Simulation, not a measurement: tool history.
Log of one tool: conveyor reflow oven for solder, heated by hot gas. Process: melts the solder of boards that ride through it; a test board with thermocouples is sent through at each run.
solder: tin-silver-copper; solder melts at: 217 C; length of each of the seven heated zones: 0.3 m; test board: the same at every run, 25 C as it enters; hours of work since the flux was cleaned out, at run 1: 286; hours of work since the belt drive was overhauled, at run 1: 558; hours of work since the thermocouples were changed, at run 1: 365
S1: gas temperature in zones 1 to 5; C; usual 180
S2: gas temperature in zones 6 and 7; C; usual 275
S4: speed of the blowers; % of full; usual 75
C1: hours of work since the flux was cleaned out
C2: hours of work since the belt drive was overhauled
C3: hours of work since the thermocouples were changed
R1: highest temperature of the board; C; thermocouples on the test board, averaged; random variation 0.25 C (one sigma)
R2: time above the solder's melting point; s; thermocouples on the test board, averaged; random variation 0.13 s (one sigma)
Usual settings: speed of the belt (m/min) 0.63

{"run": 1, "hour": 0.0, "S1": 180, "S2": 275, "speed of the belt (m/min)": 0.63, "S4": 75, "C1": 286, "C2": 558, "C3": 365, "R1": 255.9, "R2": 46.1}
{"run": 2, "hour": 7.5, "S1": 180, "S2": 275, "speed of the belt (m/min)": 0.63, "S4": 75, "C1": 291, "C2": 563, "C3": 369, "R1": 255.7, "R2": 46.1}
{"run": 3, "hour": 19.5, "S1": 180, "S2": 275, "speed of the belt (m/min)": 0.63, "S4": 75, "C1": 297, "C2": 570, "C3": 376, "R1": 255.6, "R2": 45.8}
{"run": 4, "hour": 32.0, "S1": 180, "S2": 275, "speed of the belt (m/min)": 0.63, "S4": 75, "C1": 305, "C2": 577, "C3": 384, "R1": 255.9, "R2": 46}
{"run": 5, "hour": 46.8, "S1": 180, "S2": 275, "speed of the belt (m/min)": 0.63, "S4": 75, "C1": 313, "C2": 585, "C3": 392, "R1": 255.1, "R2": 45.9}
{"run": 6, "hour": 56.1, "S1": 180, "S2": 275, "speed of the belt (m/min)": 0.63, "S4": 75, "C1": 319, "C2": 591, "C3": 397, "R1": 255.6, "R2": 45.8}
{"run": 7, "hour": 65.0, "S1": 180, "S2": 275, "speed of the belt (m/min)": 0.63, "S4": 75, "C1": 324, "C2": 596, "C3": 403, "R1": 255.1, "R2": 45.8}
{"run": 8, "hour": 75.0, "S1": 180, "S2": 275, "speed of the belt (m/min)": 0.695, "S4": 75, "C1": 330, "C2": 602, "C3": 408, "R1": 251.7, "R2": 39.2}
{"run": 9, "hour": 82.7, "S1": 180, "S2": 275, "speed of the belt (m/min)": 0.695, "S4": 75, "C1": 334, "C2": 606, "C3": 413, "R1": 251.3, "R2": 39.2}
{"run": 10, "hour": 91.3, "S1": 180, "S2": 275, "speed of the belt (m/min)": 0.695, "S4": 86, "C1": 339, "C2": 611, "C3": 418, "R1": 254.3, "R2": 41.1}
{"run": 11, "hour": 105.4, "S1": 180, "S2": 275, "speed of the belt (m/min)": 0.695, "S4": 86, "C1": 347, "C2": 619, "C3": 426, "R1": 254.3, "R2": 40.8}
{"hour": 117.2, "done": "flux residue cleaned out of gas plates and filters"}
{"run": 12, "hour": 125.0, "S1": 194, "S2": 275, "speed of the belt (m/min)": 0.63, "S4": 75, "C1": 4, "C2": 628, "C3": 434, "R1": 254.5, "R2": 50}
{"run": 13, "hour": 132.4, "S1": 180, "S2": 269, "speed of the belt (m/min)": 0.63, "S4": 75, "C1": 9, "C2": 632, "C3": 439, "R1": 246.9, "R2": 39.9}
{"run": 14, "hour": 145.4, "S1": 180, "S2": 269, "speed of the belt (m/min)": 0.63, "S4": 75, "C1": 16, "C2": 640, "C3": 446, "R1": 246.5, "R2": 40}
{"run": 15, "hour": 157.0, "S1": 180, "S2": 269, "speed of the belt (m/min)": 0.63, "S4": 75, "C1": 23, "C2": 646, "C3": 453, "R1": 246.4, "R2": 39.9}
{"hour": 163.3, "done": "flux residue cleaned out of gas plates and filters, once more"}
{"run": 16, "hour": 178.1, "S1": 180, "S2": 269, "speed of the belt (m/min)": 0.63, "S4": 75, "C1": 9, "C2": 656, "C3": 462, "R1": 252.9, "R2": 45.6}
{"run": 17, "hour": 191.5, "S1": 165, "S2": 287, "speed of the belt (m/min)": 0.702, "S4": 59, "C1": 16, "C2": 663, "C3": 470, "R1": 254.7, "R2": 36.8}
{"run": 18, "hour": 205.4, "S1": 180, "S2": 265, "speed of the belt (m/min)": 0.63, "S4": 74, "C1": 24, "C2": 671, "C3": 478, "R1": 249.3, "R2": 43.4}
{"run": 19, "hour": 222.3, "S1": 192, "S2": 281, "speed of the belt (m/min)": 0.572, "S4": 75, "C1": 34, "C2": 681, "C3": 488, "R1": 268.5, "R2": 60.8}
{"run": 20, "hour": 229.4, "S1": 192, "S2": 281, "speed of the belt (m/min)": 0.572, "S4": 75, "C1": 38, "C2": 685, "C3": 492, "R1": 267.8, "R2": 60.9}
{"run": 21, "hour": 244.0, "S1": 181, "S2": 281, "speed of the belt (m/min)": 0.535, "S4": 75, "C1": 47, "C2": 694, "C3": 501, "R1": 267.9, "R2": 61.6}
{"run": 22, "hour": 254.7, "S1": 175, "S2": 281, "speed of the belt (m/min)": 0.535, "S4": 75, "C1": 53, "C2": 700, "C3": 507, "R1": 267.3, "R2": 59.6}
{"run": 23, "hour": 264.3, "S1": 175, "S2": 281, "speed of the belt (m/min)": 0.535, "S4": 75, "C1": 59, "C2": 706, "C3": 512, "R1": 267.1, "R2": 59.6}
{"run": 24, "hour": 278.8, "S1": 175, "S2": 275, "speed of the belt (m/min)": 0.501, "S4": 75, "C1": 67, "C2": 714, "C3": 521, "R1": 263.3, "R2": 62}
{"run": 25, "hour": 294.7, "S1": 175, "S2": 275, "speed of the belt (m/min)": 0.501, "S4": 75, "C1": 76, "C2": 723, "C3": 530, "R1": 262.9, "R2": 62}
{"run": 26, "hour": 309.4, "S1": 175, "S2": 275, "speed of the belt (m/min)": 0.501, "S4": 75, "C1": 85, "C2": 732, "C3": 539, "R1": 262.8, "R2": 62.1}
{"run": 27, "hour": 318.5, "S1": 168, "S2": 289, "speed of the belt (m/min)": 0.632, "S4": 63, "C1": 90, "C2": 737, "C3": 544, "R1": 263.1, "R2": 46.2}
{"run": 28, "hour": 334.3, "S1": 168, "S2": 289, "speed of the belt (m/min)": 0.632, "S4": 63, "C1": 99, "C2": 746, "C3": 553, "R1": 262.8, "R2": 46}
{"run": 29, "hour": 347.2, "S1": 168, "S2": 289, "speed of the belt (m/min)": 0.632, "S4": 63, "C1": 107, "C2": 754, "C3": 560, "R1": 262.4, "R2": 46.1}
{"run": 30, "hour": 363.6, "S1": 168, "S2": 289, "speed of the belt (m/min)": 0.632, "S4": 63, "C1": 116, "C2": 763, "C3": 570, "R1": 262.1, "R2": 45.9}

4 ways to go on from here, each from the tool as it stands after run 30. What would each give?
{"run": "A", "hour": 376.4, "S1": 168, "S2": 278, "speed of the belt (m/min)": 0.533, "S4": 63, "C1": 124, "C2": 771, "C3": 577, "R1": "?", "R2": "?"}
{"run": "B", "hour": 376.4, "S1": 178, "S2": 268, "speed of the belt (m/min)": 0.63, "S4": 76, "C1": 124, "C2": 771, "C3": 577, "R1": "?", "R2": "?"}
{"run": "C", "hour": 376.4, "S1": 168, "S2": 289, "speed of the belt (m/min)": 0.549, "S4": 63, "C1": 124, "C2": 771, "C3": 577, "R1": "?", "R2": "?"}
{"run": "D", "hour": 376.4, "S1": 172, "S2": 275, "speed of the belt (m/min)": 0.501, "S4": 52, "C1": 124, "C2": 771, "C3": 577, "R1": "?", "R2": "?"}

run=A R1=259.4 R2=53.9
run=B R1=250.8 R2=43.8
run=C R1=268.1 R2=56.1
run=D R1=256.4 R2=56
Without the tool's hidden state the same runs would have given:
run=A R1=261.7 R2=54.3
run=B R1=253.2 R2=44.6
run=C R1=270.5 R2=56.3
run=D R1=258.4 R2=56.4
